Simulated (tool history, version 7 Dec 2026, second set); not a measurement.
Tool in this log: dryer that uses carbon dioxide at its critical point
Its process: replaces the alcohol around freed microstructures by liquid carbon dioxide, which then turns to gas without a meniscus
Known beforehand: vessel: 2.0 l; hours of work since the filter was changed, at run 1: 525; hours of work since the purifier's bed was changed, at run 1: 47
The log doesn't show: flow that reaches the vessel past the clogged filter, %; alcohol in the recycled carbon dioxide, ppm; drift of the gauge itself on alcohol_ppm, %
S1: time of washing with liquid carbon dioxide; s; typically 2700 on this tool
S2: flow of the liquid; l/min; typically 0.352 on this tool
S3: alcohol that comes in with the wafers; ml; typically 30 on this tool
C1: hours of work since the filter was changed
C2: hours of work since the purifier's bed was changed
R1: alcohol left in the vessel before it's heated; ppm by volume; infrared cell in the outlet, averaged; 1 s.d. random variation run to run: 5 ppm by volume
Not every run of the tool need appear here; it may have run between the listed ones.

run 1 hour=0 | S1=2700 S2=0.352 S3=30 | C1=525 C2=47 | R1=60
run 2 hour=6.7 | S1=2700 S2=0.352 S3=30 | C1=529 C2=51 | R1=53
-- hour=17.6 inlet filter changed
run 3 hour=17.6 | S1=2700 S2=0.352 S3=30 | C1=0 C2=57 | R1=38
run 4 hour=25.8 | S1=2700 S2=0.352 S3=30 | C1=5 C2=62 | R1=43
run 5 hour=31.8 | S1=2700 S2=0.352 S3=37 | C1=9 C2=65 | R1=51
run 6 hour=40.2 | S1=2700 S2=0.548 S3=37 | C1=14 C2=70 | R1=19
run 7 hour=44.6 | S1=2700 S2=0.548 S3=37 | C1=16 C2=73 | R1=23
run 8 hour=53.2 | S1=2700 S2=0.548 S3=37 | C1=21 C2=78 | R1=21
run 9 hour=62 | S1=1980 S2=0.352 S3=30 | C1=27 C2=83 | R1=153
run 10 hour=69.1 | S1=1620 S2=0.352 S3=30 | C1=31 C2=88 | R1=340
run 11 hour=78.3 | S1=1620 S2=0.352 S3=30 | C1=37 C2=93 | R1=326
run 12 hour=85.8 | S1=1620 S2=0.352 S3=30 | C1=41 C2=98 | R1=340
run 13 hour=92.6 | S1=1620 S2=0.352 S3=30 | C1=45 C2=102 | R1=350
run 14 hour=101.4 | S1=1620 S2=0.352 S3=30 | C1=51 C2=107 | R1=332
run 15 hour=110.5 | S1=1620 S2=0.352 S3=30 | C1=56 C2=113 | R1=344
run 16 hour=117.6 | S1=1620 S2=0.352 S3=117 | C1=60 C2=117 | R1=1268
run 17 hour=125.3 | S1=1620 S2=0.352 S3=117 | C1=65 C2=122 | R1=1221
run 18 hour=134 | S1=4020 S2=0.476 S3=117 | C1=70 C2=127 | R1=28
run 19 hour=143 | S1=2700 S2=0.387 S3=37 | C1=76 C2=132 | R1=62
run 20 hour=151.4 | S1=2700 S2=0.387 S3=37 | C1=81 C2=137 | R1=50
run 21 hour=156.7 | S1=2700 S2=0.387 S3=112 | C1=84 C2=141 | R1=83
run 22 hour=165.2 | S1=2460 S2=0.549 S3=97 | C1=89 C2=146 | R1=38
run 23 hour=171.5 | S1=3540 S2=0.549 S3=50 | C1=93 C2=150 | R1=31
run 24 hour=179.2 | S1=1800 S2=0.413 S3=50 | C1=98 C2=154 | R1=190
run 25 hour=189.1 | S1=2280 S2=0.385 S3=38 | C1=104 C2=160 | R1=87
run 26 hour=195.9 | S1=3420 S2=0.385 S3=106 | C1=108 C2=164 | R1=44
run 27 hour=201.9 | S1=3780 S2=0.262 S3=100 | C1=111 C2=168 | R1=113
run 28 hour=208 | S1=2700 S2=0.446 S3=30 | C1=115 C2=172 | R1=49
run 29 hour=218 | S1=2580 S2=0.452 S3=30 | C1=121 C2=178 | R1=40
run 30 hour=226.8 | S1=1680 S2=0.352 S3=94 | C1=127 C2=183 | R1=947
run 31 hour=232.4 | S1=1680 S2=0.352 S3=94 | C1=130 C2=186 | R1=949
run 32 hour=241.6 | S1=1800 S2=0.306 S3=34 | C1=135 C2=192 | R1=473
run 33 hour=246.6 | S1=2700 S2=0.368 S3=30 | C1=138 C2=195 | R1=53
run 34 hour=251.5 | S1=2100 S2=0.532 S3=30 | C1=141 C2=198 | R1=53

A few steps of R1 between consecutive runs. Split each: what settings, incoming material and random variation would produce without the hidden state, and what is left over for the hidden state, along with gauge scatter present in only one of the two compared results (measured, and without hidden state):
Run 15 -> 16: S3 30 -> 117. R1 +924 ppm by volume: hidden state +63, all else +861.
Run 17 -> 18: S1 1620 -> 4020, S2 0.352 -> 0.476. R1 -1193 ppm by volume: hidden state -81, all else -1112.
Run 29 -> 30: S1 2580 -> 1680, S2 0.452 -> 0.352, S3 30 -> 94. R1 +907 ppm by volume: hidden state +101, all else +806.
